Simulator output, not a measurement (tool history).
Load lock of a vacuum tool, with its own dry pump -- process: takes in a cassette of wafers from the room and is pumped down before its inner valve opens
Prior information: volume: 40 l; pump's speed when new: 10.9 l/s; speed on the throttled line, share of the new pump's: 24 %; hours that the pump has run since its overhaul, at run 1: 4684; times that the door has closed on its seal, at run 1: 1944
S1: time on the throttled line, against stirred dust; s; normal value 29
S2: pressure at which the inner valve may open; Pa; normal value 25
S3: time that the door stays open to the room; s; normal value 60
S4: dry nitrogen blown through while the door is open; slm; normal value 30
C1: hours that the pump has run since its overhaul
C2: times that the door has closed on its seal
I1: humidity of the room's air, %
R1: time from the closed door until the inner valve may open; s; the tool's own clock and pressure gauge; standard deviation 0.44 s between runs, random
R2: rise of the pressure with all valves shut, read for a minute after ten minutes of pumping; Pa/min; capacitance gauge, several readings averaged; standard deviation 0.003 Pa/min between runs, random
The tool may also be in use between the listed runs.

run    hour  S1  S2   S3  S4    C1     C2    I1    R1     R2
  1       0  29  25   60  30  4684   1944  45.6  54.3  0.028
  2   170.7  29  25   60  30  4855   2429  41.8  55.6  0.031
  3   313.1  29  25   60  30  4997   2833  46.3  54.9  0.031
  4   483.5  29  25   60   8  5168   3317  44.1  54.2  0.051
  5   633.9  29  25   60   8  5318   3744  45.2  54.2  0.049
  6   707.8  29  25   60  30  5392   3954  45.4  54.3  0.037
  7   831.2  29  25   60  30  5515   4304  43.2  54.4  0.032
  8     909  29  25   60  30  5593   4525  45.9  54.4  0.032
  9  1037.7  29  25   60  30  5722   4891    45  54.5  0.036
 10  1136.5  29  25   65  30  5821   5171    42  55.6  0.035
 11  1254.5  29  25   65  30  5939   5506  44.9  55.8  0.031
 12    1356  29  25   60  30  6040   5794  41.6  54.5  0.037
 13  1490.4  32  25   60  30  6175   6176  45.9  57.8  0.039
 14  1591.6  32  25   60  30  6276   6463  43.8    57  0.037
 15  1764.6  32  25   60  30  6449   6955  45.2  56.5  0.037
 16  1881.9  38  25   60  30  6566   7288    46  62.1  0.038
 17  2005.8  38  25   60  30  6690   7640    45  61.8  0.042
 18  2125.2  38  25   60  30  6809   7979  45.3  62.1  0.044
 19  2221.2  38  25   60  30  6905   8251  46.6  62.8  0.045
 20  2318.4  36  38   60  16  7003   8527  44.2  58.3  0.051
 21  2468.1  20  26   41   8  7152   8952  48.6  48.3  0.054
 22  2561.7  20  26   41   8  7246   9218  48.6  48.1  0.056
 23  2682.3  17  41  171  30  7367   9561  45.6  44.7   0.07
 24  2768.8  17  41  171  30  7453   9806  42.4  44.5  0.064
 25    2841  38  41  105   9  7525  10011  47.6  59.9   0.08
 26    3000  28  35   45  30  7684  10463    43  53.4  0.042
 27  3101.4  37  42  106  30  7786  10751  39.6  59.2  0.052
 28  3268.8  37  42  106  30  7953  11226  50.2  59.9  0.064
 29    3383  37  42  106  30  8067  11550  44.9    59  0.059
 30  3480.3  24  25   38  30  8164  11826  47.9  51.4  0.046
 31  3628.3  43  39   86  30  8313  12247  43.4  63.6  0.057
 32  3751.4  42  46  200  27  8436  12597  42.3    63  0.084
 33  3839.2  17  37   60  35  8523  12846  45.7    45  0.047
 34  3952.1  17  37  213   8  8636  13166  44.7  46.1  0.138

Run 35 has not been measured yet. What should we expect?
 35  4107.1  30  26  64  24  8791  13606  49.1   ?   ?

Logged for run 35: R1 55.7 s, R2 0.066 Pa/min.
If the tool had no hidden condition, the same run with the same run-to-run variation would have returned R1 52.6 s, R2 0.037 Pa/min.
